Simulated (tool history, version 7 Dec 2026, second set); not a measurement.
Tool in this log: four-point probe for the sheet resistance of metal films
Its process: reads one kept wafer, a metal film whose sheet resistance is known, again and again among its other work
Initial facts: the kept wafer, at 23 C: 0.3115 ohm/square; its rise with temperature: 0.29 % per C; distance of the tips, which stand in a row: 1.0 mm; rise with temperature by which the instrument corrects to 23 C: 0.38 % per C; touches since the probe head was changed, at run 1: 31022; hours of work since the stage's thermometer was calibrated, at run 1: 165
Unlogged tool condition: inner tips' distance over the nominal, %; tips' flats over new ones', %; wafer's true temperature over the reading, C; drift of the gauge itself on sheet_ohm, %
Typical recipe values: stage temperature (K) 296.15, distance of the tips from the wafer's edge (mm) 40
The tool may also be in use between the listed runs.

| run | hour | stage temperature (K) | distance of the tips from the wafer's edge (mm) | touches since the probe head was changed | hours of work since the stage's thermometer was calibrated | sheet resistance as the instrument gives it (ohm/square) |
|---|---|---|---|---|---|---|
| 1 | 0.0 | 296.15 | 40 | 31022 | 165 | 0.314054 |
| 2 | 141.8 | 296.15 | 16 | 35008 | 241 | 0.314832 |
| 3 | 210.9 | 296.15 | 40 | 36953 | 278 | 0.314269 |
| 4 | 322.9 | 296.15 | 40 | 40100 | 338 | 0.314494 |
| 5 | 455.2 | 296.15 | 40 | 43820 | 410 | 0.314538 |
| 6 | 522.6 | 296.15 | 40 | 45714 | 446 | 0.314586 |
| 7 | 663.7 | 296.15 | 40 | 49684 | 522 | 0.314719 |
| 8 | 765.9 | 296.15 | 40 | 52556 | 577 | 0.314712 |
| 9 | 861.5 | 300.15 | 40 | 55243 | 628 | 0.313644 |
| 10 | 979.6 | 300.15 | 23 | 58564 | 692 | 0.313979 |
| 11 | 1087.4 | 296.15 | 40 | 61595 | 750 | 0.315032 |
| 12 | 1212.6 | 296.15 | 40 | 65114 | 817 | 0.315104 |
| 13 | 1328.3 | 296.15 | 40 | 68369 | 879 | 0.315129 |
| 14 | 1455.8 | 292.15 | 40 | 71954 | 948 | 0.316447 |
| 15 | 1534.4 | 296.15 | 40 | 74162 | 990 | 0.315322 |
| 16 | 1663.8 | 296.15 | 40 | 77800 | 1060 | 0.315524 |
|  | 1672.8 | stage's thermometer calibrated |
| 17 | 1774.1 | 295.15 | 40 | 80887 | 55 | 0.315602 |
| 18 | 1922.7 | 295.15 | 40 | 85064 | 134 | 0.315701 |
| 19 | 1989.8 | 295.15 | 40 | 86951 | 171 | 0.315771 |
| 20 | 2129.0 | 296.15 | 72 | 90866 | 246 | 0.315549 |
| 21 | 2200.3 | 296.15 | 72 | 92871 | 284 | 0.315555 |
| 22 | 2314.4 | 295.15 | 40 | 96078 | 345 | 0.316137 |
|  | 2456.1 | stage's thermometer calibrated, once more |
| 23 | 2462.6 | 295.15 | 40 | 100231 | 3 | 0.316987 |
| 24 | 2564.9 | 306.15 | 13 | 103107 | 59 | 0.314715 |
| 25 | 2631.5 | 301.15 | 5 | 104979 | 94 | 0.321821 |
|  | 2667.1 | new probe head fitted |
| 26 | 2778.0 | 301.15 | 40 | 3118 | 173 | 0.310939 |
| 27 | 2862.1 | 301.15 | 40 | 5481 | 218 | 0.310936 |
| 28 | 2959.9 | 301.15 | 40 | 8232 | 271 | 0.311079 |
| 29 | 3099.0 | 301.15 | 29 | 12143 | 345 | 0.311202 |
| 30 | 3182.0 | 297.15 | 40 | 14477 | 390 | 0.312401 |
| 31 | 3318.4 | 297.15 | 40 | 18311 | 463 | 0.312521 |
| 32 | 3443.1 | 297.15 | 40 | 21816 | 531 | 0.312683 |
| 33 | 3511.5 | 297.15 | 40 | 23739 | 567 | 0.312611 |
| 34 | 3656.4 | 297.15 | 40 | 27814 | 645 | 0.312758 |
| 35 | 3761.3 | 297.15 | 40 | 30762 | 702 | 0.312887 |
| 36 | 3866.4 | 297.15 | 31 | 33717 | 758 | 0.313037 |

Estimate the outcome of run 37 from the log above:
| 37 | 3931.1 | 294.15 | 33 | 35536 | 793 | ? |

Run 37 produced sheet resistance as the instrument gives it (ohm/square) 0.313951.
Had the tool carried no hidden state, the very same run would have given sheet resistance as the instrument gives it (ohm/square) 0.312255.

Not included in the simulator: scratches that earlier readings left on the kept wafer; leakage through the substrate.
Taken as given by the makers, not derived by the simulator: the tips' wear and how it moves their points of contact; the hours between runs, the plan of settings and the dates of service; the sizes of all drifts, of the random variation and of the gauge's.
